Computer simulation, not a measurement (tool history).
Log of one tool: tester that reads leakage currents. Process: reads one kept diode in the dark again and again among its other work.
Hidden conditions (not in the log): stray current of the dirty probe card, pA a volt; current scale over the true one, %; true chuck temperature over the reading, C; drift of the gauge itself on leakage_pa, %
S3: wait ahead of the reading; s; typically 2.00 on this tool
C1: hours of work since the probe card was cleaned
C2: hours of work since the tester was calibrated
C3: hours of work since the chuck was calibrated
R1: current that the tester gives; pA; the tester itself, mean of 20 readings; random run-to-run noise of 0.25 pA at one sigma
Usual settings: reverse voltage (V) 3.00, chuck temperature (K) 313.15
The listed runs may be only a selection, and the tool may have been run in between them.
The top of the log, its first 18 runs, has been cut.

-- hour=528.4 chuck's temperature calibrated, once more
run 19 hour=531.9 | reverse_voltage_(V)=3.00 chuck_temperature_(K)=313.15 S3=1.11 | C1=1198 C2=1315 C3=2 | R1=86.93
run 20 hour=553.7 | reverse_voltage_(V)=3.00 chuck_temperature_(K)=313.15 S3=1.11 | C1=1213 C2=1331 C3=18 | R1=87.41
run 21 hour=592.6 | reverse_voltage_(V)=3.00 chuck_temperature_(K)=313.15 S3=1.11 | C1=1241 C2=1358 C3=45 | R1=88.10
run 22 hour=619.0 | reverse_voltage_(V)=14.84 chuck_temperature_(K)=300.15 S3=0.56 | C1=1259 C2=1376 C3=64 | R1=109.89
run 23 hour=640.1 | reverse_voltage_(V)=1.62 chuck_temperature_(K)=317.15 S3=1.00 | C1=1274 C2=1391 C3=78 | R1=79.86
run 24 hour=679.7 | reverse_voltage_(V)=2.81 chuck_temperature_(K)=317.15 S3=2.89 | C1=1302 C2=1419 C3=106 | R1=109.90
run 25 hour=701.4 | reverse_voltage_(V)=2.81 chuck_temperature_(K)=319.15 S3=1.02 | C1=1317 C2=1434 C3=121 | R1=124.81
run 26 hour=722.3 | reverse_voltage_(V)=13.36 chuck_temperature_(K)=302.15 S3=9.47 | C1=1332 C2=1449 C3=136 | R1=113.18
-- hour=731.6 probe card cleaned and baked
run 27 hour=768.2 | reverse_voltage_(V)=13.36 chuck_temperature_(K)=302.15 S3=9.47 | C1=26 C2=1479 C3=166 | R1=90.88
run 28 hour=811.3 | reverse_voltage_(V)=17.60 chuck_temperature_(K)=324.15 S3=0.68 | C1=56 C2=1509 C3=196 | R1=470.59
run 29 hour=850.7 | reverse_voltage_(V)=17.60 chuck_temperature_(K)=324.15 S3=0.68 | C1=83 C2=1537 C3=224 | R1=470.34
run 30 hour=892.8 | reverse_voltage_(V)=17.60 chuck_temperature_(K)=324.15 S3=0.68 | C1=113 C2=1566 C3=253 | R1=474.63
run 31 hour=928.8 | reverse_voltage_(V)=17.60 chuck_temperature_(K)=324.15 S3=0.68 | C1=138 C2=1591 C3=278 | R1=474.97
run 32 hour=960.9 | reverse_voltage_(V)=17.60 chuck_temperature_(K)=324.15 S3=0.68 | C1=161 C2=1614 C3=301 | R1=477.92
run 33 hour=992.1 | reverse_voltage_(V)=17.60 chuck_temperature_(K)=324.15 S3=0.68 | C1=183 C2=1636 C3=323 | R1=477.77
run 34 hour=1029.6 | reverse_voltage_(V)=5.04 chuck_temperature_(K)=324.15 S3=0.68 | C1=209 C2=1662 C3=349 | R1=235.73
run 35 hour=1070.2 | reverse_voltage_(V)=13.88 chuck_temperature_(K)=324.15 S3=0.90 | C1=237 C2=1690 C3=378 | R1=419.50
run 36 hour=1098.0 | reverse_voltage_(V)=4.46 chuck_temperature_(K)=313.15 S3=0.49 | C1=257 C2=1710 C3=397 | R1=109.97
run 37 hour=1139.5 | reverse_voltage_(V)=4.46 chuck_temperature_(K)=313.15 S3=0.49 | C1=286 C2=1739 C3=426 | R1=110.52

4 ways to go on from here, each from the tool as it stands after run 37. What would each give?
run A hour=1174.9 | reverse_voltage_(V)=3.00 chuck_temperature_(K)=313.15 S3=1.66 | C1=311 C2=1764 C3=451 | R1=?
run B hour=1174.9 | reverse_voltage_(V)=3.00 chuck_temperature_(K)=313.15 S3=2.44 | C1=311 C2=1764 C3=451 | R1=?
run C hour=1174.9 | reverse_voltage_(V)=10.36 chuck_temperature_(K)=313.15 S3=2.00 | C1=311 C2=1764 C3=451 | R1=?
run D hour=1174.9 | reverse_voltage_(V)=4.46 chuck_temperature_(K)=293.15 S3=5.06 | C1=311 C2=1764 C3=451 | R1=?

run=A R1=87.62
run=B R1=87.62
run=C R1=178.16
run=D R1=27.86
Had the tool no hidden state, the same runs would have come out as:
run=A R1=81.54
run=B R1=81.53
run=C R1=164.20
run=D R1=24.42
